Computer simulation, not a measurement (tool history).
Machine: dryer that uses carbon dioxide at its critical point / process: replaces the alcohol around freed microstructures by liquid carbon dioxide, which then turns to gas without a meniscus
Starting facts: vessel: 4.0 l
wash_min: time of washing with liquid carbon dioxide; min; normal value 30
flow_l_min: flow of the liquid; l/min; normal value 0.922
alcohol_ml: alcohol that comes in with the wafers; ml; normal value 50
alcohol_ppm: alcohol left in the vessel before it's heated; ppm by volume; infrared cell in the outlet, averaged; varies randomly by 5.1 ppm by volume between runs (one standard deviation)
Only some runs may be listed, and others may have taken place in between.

run,hour,wash_min,flow_l_min,alcohol_ml,alcohol_ppm
1,0.0,30,0.922,50,103
2,37.9,30,0.922,50,109
3,90.1,30,0.922,50,102
4,112.6,30,0.922,50,106
5,151.8,30,1.209,50,60
6,203.3,30,1.209,50,67
7,239.4,23,1.209,50,133
8,271.4,41,1.138,20,48
9,293.2,31,0.710,50,283

What will run 10 give?
# hour 320.1: inlet filter changed
10,342.9,40,0.922,47,?

Run 10 gave alcohol_ppm 65 ppm by volume.
Minus the tool's unlogged condition, the same run would have read alcohol_ppm 12 ppm by volume.
